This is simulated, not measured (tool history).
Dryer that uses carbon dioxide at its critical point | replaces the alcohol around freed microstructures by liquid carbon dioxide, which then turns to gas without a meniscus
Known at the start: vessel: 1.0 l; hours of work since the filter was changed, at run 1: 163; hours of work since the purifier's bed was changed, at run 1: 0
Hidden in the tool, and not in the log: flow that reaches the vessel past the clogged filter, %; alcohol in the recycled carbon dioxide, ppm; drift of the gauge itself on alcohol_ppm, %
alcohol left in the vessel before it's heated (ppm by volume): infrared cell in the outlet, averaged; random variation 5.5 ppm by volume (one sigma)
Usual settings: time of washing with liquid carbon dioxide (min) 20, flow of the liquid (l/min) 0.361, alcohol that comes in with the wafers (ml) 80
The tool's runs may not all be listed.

| run | day | time of washing with liquid carbon dioxide (min) | flow of the liquid (l/min) | alcohol that comes in with the wafers (ml) | hours of work since the filter was changed | hours of work since the purifier's bed was changed | alcohol left in the vessel before it's heated (ppm by volume) |
|---|---|---|---|---|---|---|---|
| 1 | 0 | 20 | 0.361 | 80 | 163 | 0 | 208 |
| 2 | 1.646 | 13 | 0.361 | 80 | 185 | 21 | 1656 |
| 3 | 2.938 | 20 | 0.361 | 27 | 201 | 38 | 84 |
| 4 | 4.15 | 20 | 0.361 | 27 | 217 | 53 | 93 |
|  | 6.025 | inlet filter changed |
| 5 | 6.025 | 20 | 0.361 | 27 | 0 | 77 | 85 |
| 6 | 8.371 | 28 | 0.361 | 80 | 30 | 107 | 58 |
| 7 | 9.388 | 20 | 0.361 | 80 | 43 | 120 | 204 |
| 8 | 10.912 | 28 | 0.361 | 80 | 63 | 140 | 65 |
| 9 | 12.583 | 20 | 0.361 | 56 | 85 | 162 | 183 |
| 10 | 14.921 | 14 | 0.361 | 80 | 115 | 192 | 1204 |
| 11 | 17.138 | 20 | 0.361 | 90 | 143 | 220 | 293 |
| 12 | 18.392 | 20 | 0.361 | 90 | 159 | 236 | 305 |
| 13 | 19.912 | 20 | 0.361 | 90 | 179 | 256 | 306 |
| 14 | 21.504 | 20 | 0.361 | 80 | 200 | 277 | 299 |
| 15 | 23.529 | 20 | 0.361 | 36 | 226 | 303 | 197 |
|  | 24.704 | inlet filter changed |
| 16 | 25.9 | 20 | 0.361 | 80 | 15 | 333 | 271 |
| 17 | 28.017 | 20 | 0.361 | 80 | 43 | 360 | 288 |
| 18 | 29.367 | 23 | 0.223 | 80 | 60 | 377 | 1275 |
| 19 | 30.838 | 23 | 0.223 | 80 | 79 | 396 | 1309 |
| 20 | 31.979 | 23 | 0.223 | 80 | 94 | 411 | 1371 |
| 21 | 33.254 | 29 | 0.577 | 31 | 110 | 427 | 138 |
| 22 | 35.346 | 30 | 0.541 | 75 | 137 | 454 | 147 |
| 23 | 37.154 | 15 | 0.4 | 80 | 160 | 478 | 739 |
| 24 | 39.342 | 15 | 0.4 | 80 | 189 | 506 | 746 |
| 25 | 41.175 | 22 | 0.224 | 69 | 212 | 530 | 1526 |
| 26 | 42.238 | 29 | 0.343 | 83 | 226 | 543 | 199 |
|  | 43.425 | inlet filter changed |
| 27 | 44.425 | 30 | 0.343 | 83 | 13 | 571 | 205 |
| 28 | 46.725 | 30 | 0.343 | 83 | 43 | 601 | 201 |
| 29 | 48.175 | 20 | 0.445 | 80 | 61 | 619 | 245 |
| 30 | 50.192 | 20 | 0.445 | 80 | 87 | 645 | 229 |
| 31 | 52.5 | 27 | 0.464 | 80 | 117 | 675 | 230 |

Hidden state at the last listed run before each entry between runs and at the first one after, where it differs:
Between runs 4 and 5: inlet filter changed (day 6.025)
  flow that reaches the vessel past the clogged filter, %: 94.9 -> 99.6; alcohol in the recycled carbon dioxide, ppm: 21.9 -> 29.6
  measured less the result without the state, alcohol left in the vessel before it's heated (ppm by volume): +37 -> +26
Between runs 15 and 16: inlet filter changed (day 24.704)
  flow that reaches the vessel past the clogged filter, %: 94.2 -> 98.3; alcohol in the recycled carbon dioxide, ppm: 99.1 -> 107.9
  measured less the result without the state, alcohol left in the vessel before it's heated (ppm by volume): +126 -> +120
Between runs 26 and 27: inlet filter changed (day 43.425)
  flow that reaches the vessel past the clogged filter, %: 93.5 -> 99.5; alcohol in the recycled carbon dioxide, ppm: 174.5 -> 183.5
  measured less the result without the state, alcohol left in the vessel before it's heated (ppm by volume): +181 -> +180
